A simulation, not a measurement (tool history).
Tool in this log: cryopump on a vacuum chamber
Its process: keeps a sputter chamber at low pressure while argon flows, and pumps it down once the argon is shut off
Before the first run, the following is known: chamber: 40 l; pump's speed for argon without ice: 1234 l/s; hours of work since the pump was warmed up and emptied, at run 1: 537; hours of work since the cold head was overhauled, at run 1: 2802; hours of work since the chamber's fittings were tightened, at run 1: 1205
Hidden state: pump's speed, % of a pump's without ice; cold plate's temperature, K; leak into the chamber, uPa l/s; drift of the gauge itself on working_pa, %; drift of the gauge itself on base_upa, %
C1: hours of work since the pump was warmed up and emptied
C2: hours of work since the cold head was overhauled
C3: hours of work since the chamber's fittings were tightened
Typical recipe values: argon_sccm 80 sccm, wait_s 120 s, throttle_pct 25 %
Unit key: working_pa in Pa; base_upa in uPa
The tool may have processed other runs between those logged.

Run 1, day 0.000: usual settings; C1 537; C2 2802; C3 1205. Result: working_pa 0.4709 Pa, base_upa 2.59 uPa.
Run 2, day 1.896: usual settings; C1 573; C2 2837; C3 1241. Result: working_pa 0.4762 Pa, base_upa 2.78 uPa.
Run 3, day 4.538: usual settings; C1 623; C2 2887; C3 1290. Result: working_pa 0.4772 Pa, base_upa 2.86 uPa.
At day 8.071: pump warmed up, emptied and cooled again.
Run 4, day 8.092: usual settings; C1 0; C2 2950; C3 1354. Result: working_pa 0.4407 Pa, base_upa 2.37 uPa.
Run 5, day 10.058: usual settings; C1 38; C2 2987; C3 1391. Result: working_pa 0.4439 Pa, base_upa 2.45 uPa.
Run 6, day 14.242: usual settings; C1 116; C2 3066; C3 1470. Result: working_pa 0.4445 Pa, base_upa 2.66 uPa.
Run 7, day 17.517: usual settings but throttle_pct 31 %; C1 178; C2 3128; C3 1532. Result: working_pa 0.3651 Pa, base_upa 2.74 uPa.
Run 8, day 19.700: usual settings but throttle_pct 31 %; C1 220; C2 3170; C3 1573. Result: working_pa 0.3697 Pa, base_upa 2.86 uPa.
Run 9, day 22.008: usual settings but throttle_pct 31 %; C1 263; C2 3213; C3 1616. Result: working_pa 0.3703 Pa, base_upa 2.99 uPa.
Run 10, day 24.479: usual settings but throttle_pct 31 %; C1 310; C2 3260; C3 1663. Result: working_pa 0.3746 Pa, base_upa 3.12 uPa.
Run 11, day 27.604: usual settings but throttle_pct 31 %; C1 369; C2 3319; C3 1722. Result: working_pa 0.3807 Pa, base_upa 3.35 uPa.
Run 12, day 31.138: usual settings but throttle_pct 31 %; C1 436; C2 3385; C3 1789. Result: working_pa 0.3779 Pa, base_upa 3.60 uPa.
Run 13, day 32.938: usual settings but wait_s 174 s, throttle_pct 31 %; C1 469; C2 3419; C3 1823. Result: working_pa 0.3840 Pa, base_upa 3.70 uPa.
Run 14, day 35.675: usual settings but wait_s 174 s, throttle_pct 31 %; C1 521; C2 3471; C3 1874. Result: working_pa 0.3888 Pa, base_upa 3.83 uPa.
Run 15, day 38.950: usual settings but wait_s 174 s, throttle_pct 31 %; C1 583; C2 3533; C3 1936. Result: working_pa 0.3919 Pa, base_upa 3.99 uPa.
Run 16, day 41.425: usual settings but wait_s 174 s, throttle_pct 31 %; C1 630; C2 3580; C3 1983. Result: working_pa 0.3943 Pa, base_upa 4.20 uPa.
Run 17, day 44.217: usual settings but wait_s 174 s, throttle_pct 31 %; C1 682; C2 3632; C3 2036. Result: working_pa 0.3995 Pa, base_upa 4.32 uPa.
At day 44.775: pump warmed up, emptied and cooled again.
Run 18, day 46.529: usual settings but throttle_pct 32 %; C1 33; C2 3672; C3 2075. Result: working_pa 0.3478 Pa, base_upa 3.44 uPa.
Run 19, day 49.988: usual settings but throttle_pct 32 %; C1 98; C2 3737; C3 2141. Result: working_pa 0.3490 Pa, base_upa 3.55 uPa.
Run 20, day 53.542: usual settings but argon_sccm 125 sccm, wait_s 191 s, throttle_pct 52 %; C1 165; C2 3804; C3 2208. Result: working_pa 0.3448 Pa, base_upa 3.74 uPa.
At day 55.250: leaking fittings of the chamber tightened, without venting.
Run 21, day 55.883: usual settings but argon_sccm 125 sccm, wait_s 191 s, throttle_pct 52 %; C1 208; C2 3847; C3 12. Result: working_pa 0.3500 Pa, base_upa 0.51 uPa.
Run 22, day 58.729: usual settings but argon_sccm 125 sccm, wait_s 191 s, throttle_pct 52 %; C1 262; C2 3901; C3 66. Result: working_pa 0.3563 Pa, base_upa 0.61 uPa.
Run 23, day 62.192: usual settings but argon_sccm 125 sccm, wait_s 100 s, throttle_pct 52 %; C1 327; C2 3966; C3 131. Result: working_pa 0.3614 Pa, base_upa 0.90 uPa.
Run 24, day 64.929: usual settings but argon_sccm 82 sccm, wait_s 130 s, throttle_pct 19 %; C1 379; C2 4018; C3 183. Result: working_pa 0.6151 Pa, base_upa 0.88 uPa.
Run 25, day 68.317: usual settings but argon_sccm 52 sccm, wait_s 154 s, throttle_pct 26 %; C1 443; C2 4082; C3 247. Result: working_pa 0.2926 Pa, base_upa 0.94 uPa.
Run 26, day 71.138: usual settings but argon_sccm 52 sccm, wait_s 154 s, throttle_pct 26 %; C1 496; C2 4135; C3 300. Result: working_pa 0.2965 Pa, base_upa 1.06 uPa.
Run 27, day 73.746: usual settings but argon_sccm 68 sccm, wait_s 21 s, throttle_pct 39 %; C1 545; C2 4184; C3 349. Result: working_pa 0.2712 Pa, base_upa 2.58 uPa.
Run 28, day 76.117: usual settings but argon_sccm 43 sccm, wait_s 53 s; C1 590; C2 4229; C3 394. Result: working_pa 0.2591 Pa, base_upa 1.69 uPa.
Run 29, day 78.238: usual settings but argon_sccm 66 sccm, wait_s 43 s; C1 630; C2 4269; C3 434. Result: working_pa 0.4006 Pa, base_upa 1.98 uPa.
At day 81.488: pump warmed up, emptied and cooled again.
Run 30, day 82.142: usual settings but argon_sccm 88 sccm, wait_s 59 s; C1 12; C2 4339; C3 504. Result: working_pa 0.4875 Pa, base_upa 1.57 uPa.
Run 31, day 85.675: usual settings but argon_sccm 36 sccm, wait_s 39 s, throttle_pct 19 %; C1 79; C2 4406; C3 570. Result: working_pa 0.2628 Pa, base_upa 2.04 uPa.
Run 32, day 88.983: usual settings but argon_sccm 36 sccm, wait_s 39 s, throttle_pct 19 %; C1 142; C2 4468; C3 633. Result: working_pa 0.2652 Pa, base_upa 2.09 uPa.
Run 33, day 90.758: usual settings but argon_sccm 124 sccm, wait_s 96 s, throttle_pct 29 %; C1 175; C2 4502; C3 666. Result: working_pa 0.6029 Pa, base_upa 1.65 uPa.

Here are 3 independent what-if runs from the current tool condition. What would each one return?
Run A, day 94.825: usual settings but argon_sccm 69 sccm, throttle_pct 24 %; C1 252; C2 4578; C3 743. Result: working_pa ?, base_upa ?.
Run B, day 94.825: usual settings but argon_sccm 125 sccm, wait_s 26 s, throttle_pct 15 %; C1 252; C2 4578; C3 743. Result: working_pa ?, base_upa ?.
Run C, day 94.825: usual settings but argon_sccm 43 sccm, wait_s 254 s, throttle_pct 19 %; C1 252; C2 4578; C3 743. Result: working_pa ?, base_upa ?.

run  working_pa  base_upa
  A      0.4083      1.82
  B      1.1645      2.71
  C      0.3185      1.60
Take away the tool's hidden state, keep each run's random variation, and the runs would have read:
run  working_pa  base_upa
  A      0.3943      0.56
  B      1.1392      1.50
  C      0.3098      0.38

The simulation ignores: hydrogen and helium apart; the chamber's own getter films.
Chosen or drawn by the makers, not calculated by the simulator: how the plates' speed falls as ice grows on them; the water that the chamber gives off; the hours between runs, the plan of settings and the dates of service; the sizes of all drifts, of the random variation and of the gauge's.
